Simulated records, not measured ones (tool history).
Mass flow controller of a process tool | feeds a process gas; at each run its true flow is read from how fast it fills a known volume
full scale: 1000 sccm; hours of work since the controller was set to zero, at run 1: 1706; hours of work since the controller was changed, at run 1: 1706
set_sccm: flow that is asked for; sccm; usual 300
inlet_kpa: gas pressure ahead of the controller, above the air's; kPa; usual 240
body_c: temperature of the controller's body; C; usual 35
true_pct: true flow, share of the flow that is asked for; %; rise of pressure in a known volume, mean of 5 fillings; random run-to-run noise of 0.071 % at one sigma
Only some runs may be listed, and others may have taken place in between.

run,hour,set_sccm,inlet_kpa,body_c,hours of work since the controller was set to zero,hours of work since the controller was changed,true_pct
1,0,300,240,35,1706,1706,99.36
2,106.1,300,240,35,1788,1788,99.29
3,259.7,886,240,35,1908,1908,100.63
4,372.2,300,198,35,1995,1995,99.04
5,554.2,300,198,35,2137,2137,99.08
6,746.9,300,240,25,2287,2287,98.42
7,938.9,300,255,35,2436,2436,99.12
8,1080.6,187,240,35,2547,2547,98.83
9,1173.3,187,240,35,2619,2619,98.68
10,1306.4,187,240,35,2722,2722,98.68
11,1417.8,587,240,35,2809,2809,99.41
12,1598.1,587,240,35,2949,2949,99.43
13,1680.3,587,240,35,3013,3013,99.32
14,1828.1,587,240,35,3128,3128,99.25
15,1960.7,610,240,35,3231,3231,99.2
16,2047.9,300,240,35,3299,3299,98.58
17,2131.4,300,240,35,3364,3364,98.61
18,2269.6,300,240,35,3472,3472,98.54
19,2396.7,300,240,35,3571,3571,98.36
20,2545.7,300,240,35,3687,3687,98.44
21,2735,300,240,35,3834,3834,98.34
22,2889.8,300,240,35,3954,3954,98.22
23,3019.7,300,240,35,4055,4055,98.3
24,3131,300,240,35,4142,4142,98.2
25,3273.2,275,183,23,4253,4253,96.74
26,3392.4,275,183,23,4345,4345,96.83
# hour 3408: gauge calibrated
27,3524.4,877,145,29,4448,4448,99.78
28,3723.2,122,174,38,4603,4603,98.74
29,3816.3,122,174,38,4675,4675,98.94
30,3919.6,680,201,21,4756,4756,98.88
31,4114.7,300,195,21,4907,4907,97.99
32,4313,300,195,21,5062,5062,97.85
33,4433.4,300,240,20,5155,5155,97.85
34,4587.1,300,146,35,5275,5275,98.61
35,4696,162,194,29,5360,5360,98.04
36,4785.4,683,240,27,5429,5429,99.08
37,4938.1,683,240,27,5548,5548,99.07
38,5111.8,100,254,27,5683,5683,97.83
39,5249,164,235,33,5790,5790,98.31
40,5356.3,164,235,33,5873,5873,98.21
41,5521.7,164,235,33,6002,6002,98.2
42,5616.2,132,265,28,6076,6076,97.88
43,5794.1,132,265,28,6214,6214,97.7
44,5880.9,132,265,28,6282,6282,97.58
# hour 5988.8: controller's zero set anew
45,6061.1,247,148,31,56,6421,97.52
46,6237.4,139,215,35,193,6559,97.85
47,6389.4,329,218,25,312,6677,97.43

Hidden state or all else? Some run-to-run changes of true_pct, split into what the settings, what came in and random variation would give without the hidden state, and what is left for the hidden state (with any gauge scatter that isn't in both results):
The hidden state here: flow at rest that the sensor doesn't see, % of full scale; true flow over the shown one, %; drift of the gauge itself on true_pct, %.
Run 3 -> 4: set_sccm 886 -> 300, inlet_kpa 240 -> 198. true_pct -1.59 %: hidden state -0.05, all else -1.54.
Run 20 -> 21: settings left as they were, no log entry in between. true_pct -0.1 %: hidden state -0.09, all else -0.01.
Run 24 -> 25: set_sccm 300 -> 275, inlet_kpa 240 -> 183, body_c 35 -> 23. true_pct -1.46 %: hidden state -0.04, all else -1.42.
Run 26 -> 27: set_sccm 275 -> 877, inlet_kpa 183 -> 145, body_c 23 -> 29, gauge calibrated. true_pct +2.95 %: hidden state +1.36, all else +1.59.
Run 44 -> 45: set_sccm 132 -> 247, inlet_kpa 265 -> 148, body_c 28 -> 31, controller's zero set anew. true_pct -0.06 %: hidden state -0.1, all else +0.04.
